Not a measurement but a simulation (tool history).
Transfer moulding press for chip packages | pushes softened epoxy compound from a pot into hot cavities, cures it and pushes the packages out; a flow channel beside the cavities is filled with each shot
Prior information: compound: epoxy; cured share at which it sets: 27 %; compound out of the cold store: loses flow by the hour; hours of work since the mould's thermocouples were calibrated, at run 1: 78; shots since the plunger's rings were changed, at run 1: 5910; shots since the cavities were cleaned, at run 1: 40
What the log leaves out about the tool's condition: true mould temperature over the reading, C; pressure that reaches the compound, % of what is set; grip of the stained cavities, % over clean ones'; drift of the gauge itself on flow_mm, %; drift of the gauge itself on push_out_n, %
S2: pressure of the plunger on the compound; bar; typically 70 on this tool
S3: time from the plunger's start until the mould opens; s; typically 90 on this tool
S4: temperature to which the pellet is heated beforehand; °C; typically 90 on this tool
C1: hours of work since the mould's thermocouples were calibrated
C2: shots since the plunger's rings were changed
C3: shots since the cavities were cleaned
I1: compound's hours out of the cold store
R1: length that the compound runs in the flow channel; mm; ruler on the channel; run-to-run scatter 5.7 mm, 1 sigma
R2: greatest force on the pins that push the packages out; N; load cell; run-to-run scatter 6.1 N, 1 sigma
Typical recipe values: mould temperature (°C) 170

run 1 day=0 | mould_temperature_(°C)=170 S2=70 S3=90 S4=90 | C1=78 C2=5910 C3=40 | I1=37 | R1=519 R2=242
run 2 day=2.988 | mould_temperature_(°C)=170 S2=70 S3=90 S4=90 | C1=116 C2=6641 C3=771 | I1=41.9 | R1=508 R2=346
-- day=3.538 plunger's sealing rings changed
-- day=4.896 cavities cleaned with cleaning compound and waxed
run 3 day=6.25 | mould_temperature_(°C)=170 S2=70 S3=90 S4=90 | C1=156 C2=648 C3=331 | I1=22.9 | R1=598 R2=312
run 4 day=8.604 | mould_temperature_(°C)=170 S2=70 S3=90 S4=90 | C1=185 C2=1224 C3=907 | I1=22.6 | R1=596 R2=374
-- day=9.8 cavities cleaned with cleaning compound and waxed
run 5 day=11.354 | mould_temperature_(°C)=170 S2=70 S3=90 S4=90 | C1=220 C2=1882 C3=381 | I1=36.9 | R1=556 R2=315
run 6 day=13.208 | mould_temperature_(°C)=170 S2=70 S3=90 S4=90 | C1=243 C2=2334 C3=833 | I1=46.2 | R1=524 R2=362
-- day=14.779 cavities cleaned with cleaning compound and waxed
run 7 day=14.779 | mould_temperature_(°C)=170 S2=70 S3=90 S4=90 | C1=262 C2=2703 C3=0 | I1=8.3 | R1=636 R2=250
run 8 day=17.6 | mould_temperature_(°C)=170 S2=70 S3=90 S4=90 | C1=298 C2=3393 C3=690 | I1=40.1 | R1=535 R2=344
run 9 day=19.367 | mould_temperature_(°C)=170 S2=70 S3=90 S4=90 | C1=320 C2=3825 C3=1122 | I1=32.9 | R1=547 R2=381
-- day=19.788 cavities cleaned with cleaning compound and waxed
run 10 day=21.725 | mould_temperature_(°C)=170 S2=70 S3=72 S4=90 | C1=350 C2=4387 C3=474 | I1=28.8 | R1=560 R2=535
-- day=22.046 mould's thermocouples calibrated
-- day=24.779 cavities cleaned with cleaning compound and waxed
run 11 day=24.779 | mould_temperature_(°C)=170 S2=70 S3=90 S4=81 | C1=34 C2=5098 C3=0 | I1=31.5 | R1=547 R2=228
run 12 day=27.192 | mould_temperature_(°C)=170 S2=60.3 S3=90 S4=90 | C1=65 C2=5688 C3=590 | I1=12.9 | R1=541 R2=359
-- day=29.738 cavities cleaned with cleaning compound and waxed
run 13 day=30.579 | mould_temperature_(°C)=165 S2=70 S3=90 S4=90 | C1=107 C2=6501 C3=205 | I1=26.9 | R1=557 R2=417
-- day=31.858 plunger's sealing rings changed
-- day=32.704 mould's thermocouples calibrated, once more
run 14 day=33.958 | mould_temperature_(°C)=171 S2=81.7 S3=116 S4=90 | C1=16 C2=493 C3=986 | I1=31.5 | R1=620 R2=285
-- day=34.804 cavities cleaned with cleaning compound and waxed
run 15 day=36.071 | mould_temperature_(°C)=171 S2=81.7 S3=116 S4=90 | C1=42 C2=994 C3=310 | I1=11.2 | R1=703 R2=233
run 16 day=37.579 | mould_temperature_(°C)=174 S2=81.7 S3=116 S4=90 | C1=61 C2=1363 C3=679 | I1=28.2 | R1=622 R2=273
-- day=39.796 cavities cleaned with cleaning compound and waxed
run 17 day=41.133 | mould_temperature_(°C)=174 S2=76.8 S3=116 S4=90 | C1=105 C2=2217 C3=327 | I1=36.3 | R1=573 R2=237

Run 18 has not been measured yet. What should we expect?
run 18 day=42.729 | mould_temperature_(°C)=175 S2=53.2 S3=75 S4=84 | C1=126 C2=2608 C3=718 | I1=31.6 | R1=? R2=?

R1: 483 mm
R2: 370 N
Were there no unlogged condition in the tool, this run, its random variation unchanged, would have produced R1 503 mm, R2 237 N.
